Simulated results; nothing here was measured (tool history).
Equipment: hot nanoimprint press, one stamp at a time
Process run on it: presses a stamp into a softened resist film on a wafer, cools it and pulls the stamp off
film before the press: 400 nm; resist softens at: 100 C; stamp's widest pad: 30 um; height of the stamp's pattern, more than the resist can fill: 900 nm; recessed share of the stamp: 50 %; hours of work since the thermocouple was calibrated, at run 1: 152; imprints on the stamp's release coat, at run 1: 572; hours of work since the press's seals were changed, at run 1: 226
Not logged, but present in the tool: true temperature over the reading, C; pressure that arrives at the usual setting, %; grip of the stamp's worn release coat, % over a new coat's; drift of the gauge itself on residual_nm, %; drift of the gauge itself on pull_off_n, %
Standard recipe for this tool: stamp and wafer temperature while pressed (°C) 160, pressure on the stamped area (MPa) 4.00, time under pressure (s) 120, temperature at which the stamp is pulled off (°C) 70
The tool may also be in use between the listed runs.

| run | hour | stamp and wafer temperature while pressed (°C) | pressure on the stamped area (MPa) | time under pressure (s) | temperature at which the stamp is pulled off (°C) | hours of work since the thermocouple was calibrated | imprints on the stamp's release coat | hours of work since the press's seals were changed | resist left under the stamp's widest pad (nm) | greatest force while the stamp is pulled off (N) |
|---|---|---|---|---|---|---|---|---|---|---|
| 1 | 0.0 | 160 | 4.00 | 120 | 70 | 152 | 572 | 226 | 194.5 | 195 |
| 2 | 7.0 | 160 | 4.00 | 120 | 70 | 157 | 592 | 231 | 193.3 | 193 |
| 3 | 12.4 | 160 | 4.00 | 120 | 70 | 161 | 607 | 235 | 193.3 | 187 |
| 4 | 16.9 | 160 | 4.00 | 150 | 70 | 165 | 620 | 239 | 176.3 | 184 |
| 5 | 25.6 | 160 | 4.00 | 150 | 70 | 171 | 645 | 245 | 176.1 | 203 |
| 6 | 30.7 | 164 | 4.00 | 120 | 70 | 175 | 660 | 249 | 154.8 | 184 |
| 7 | 40.3 | 164 | 5.54 | 120 | 70 | 183 | 688 | 256 | 131.2 | 194 |
| 8 | 45.9 | 164 | 5.54 | 120 | 70 | 187 | 704 | 261 | 132.2 | 191 |
| 9 | 51.9 | 160 | 4.00 | 187 | 70 | 192 | 721 | 265 | 163.7 | 192 |
| 10 | 60.4 | 160 | 4.00 | 187 | 70 | 198 | 746 | 272 | 164.1 | 189 |
| 11 | 68.7 | 160 | 4.00 | 187 | 70 | 204 | 770 | 278 | 163.9 | 189 |
| 12 | 77.2 | 160 | 4.00 | 187 | 70 | 211 | 794 | 285 | 161.7 | 197 |
| 13 | 84.8 | 160 | 4.00 | 187 | 70 | 217 | 816 | 291 | 164.8 | 194 |
| 14 | 92.8 | 160 | 4.00 | 120 | 68 | 223 | 839 | 297 | 192.0 | 196 |
| 15 | 100.7 | 160 | 4.00 | 120 | 68 | 229 | 862 | 303 | 192.2 | 199 |
| 16 | 110.4 | 160 | 4.00 | 120 | 68 | 236 | 890 | 310 | 194.2 | 197 |
| 17 | 114.5 | 160 | 4.00 | 134 | 70 | 239 | 902 | 313 | 185.4 | 189 |
|  | 121.7 | stamp cleaned and given a new release coat |
| 18 | 128.5 | 160 | 4.29 | 120 | 70 | 246 | 20 | 319 | 187.2 | 197 |
| 19 | 138.0 | 159 | 4.29 | 120 | 70 | 253 | 47 | 327 | 199.3 | 190 |
| 20 | 147.0 | 162 | 4.29 | 120 | 65 | 260 | 73 | 334 | 167.1 | 207 |
| 21 | 156.9 | 162 | 4.29 | 120 | 65 | 267 | 102 | 341 | 168.7 | 216 |
| 22 | 161.8 | 162 | 4.29 | 120 | 65 | 271 | 116 | 345 | 167.0 | 220 |
| 23 | 167.1 | 164 | 4.29 | 120 | 56 | 275 | 131 | 349 | 149.3 | 239 |
| 24 | 176.7 | 162 | 4.24 | 120 | 75 | 283 | 159 | 356 | 168.7 | 174 |
| 25 | 182.3 | 158 | 4.24 | 232 | 59 | 287 | 175 | 361 | 166.6 | 234 |
| 26 | 186.4 | 166 | 3.82 | 111 | 61 | 290 | 187 | 364 | 147.8 | 224 |
| 27 | 194.9 | 149 | 4.05 | 228 | 76 | 296 | 211 | 370 | 273.6 | 172 |
| 28 | 199.7 | 167 | 4.64 | 88 | 62 | 300 | 225 | 374 | 137.5 | 218 |
| 29 | 207.6 | 156 | 4.64 | 84 | 73 | 306 | 248 | 380 | 249.3 | 179 |
| 30 | 216.3 | 160 | 4.00 | 120 | 56 | 313 | 273 | 387 | 194.0 | 249 |
|  | 223.6 | plate thermocouple calibrated |
| 31 | 224.9 | 168 | 4.00 | 120 | 56 | 1 | 289 | 391 | 123.5 | 240 |

Predict each of these 3 candidate next runs independently; none follows another, all start after run 31:
| A | 230.3 | 154 | 4.03 | 120 | 56 | 5 | 305 | 395 | ? | ? |
| B | 230.3 | 168 | 2.49 | 120 | 56 | 5 | 305 | 395 | ? | ? |
| C | 230.3 | 160 | 6.18 | 120 | 70 | 5 | 305 | 395 | ? | ? |

| run | resist left under the stamp's widest pad (nm) | greatest force while the stamp is pulled off (N) |
|---|---|---|
| A | 258.3 | 244 |
| B | 159.3 | 252 |
| C | 157.7 | 187 |
Take away the tool's hidden state, keep each run's random variation, and the runs would have read:
| run | resist left under the stamp's widest pad (nm) | greatest force while the stamp is pulled off (N) |
|---|---|---|
| A | 258.2 | 243 |
| B | 159.3 | 251 |
| C | 157.5 | 186 |

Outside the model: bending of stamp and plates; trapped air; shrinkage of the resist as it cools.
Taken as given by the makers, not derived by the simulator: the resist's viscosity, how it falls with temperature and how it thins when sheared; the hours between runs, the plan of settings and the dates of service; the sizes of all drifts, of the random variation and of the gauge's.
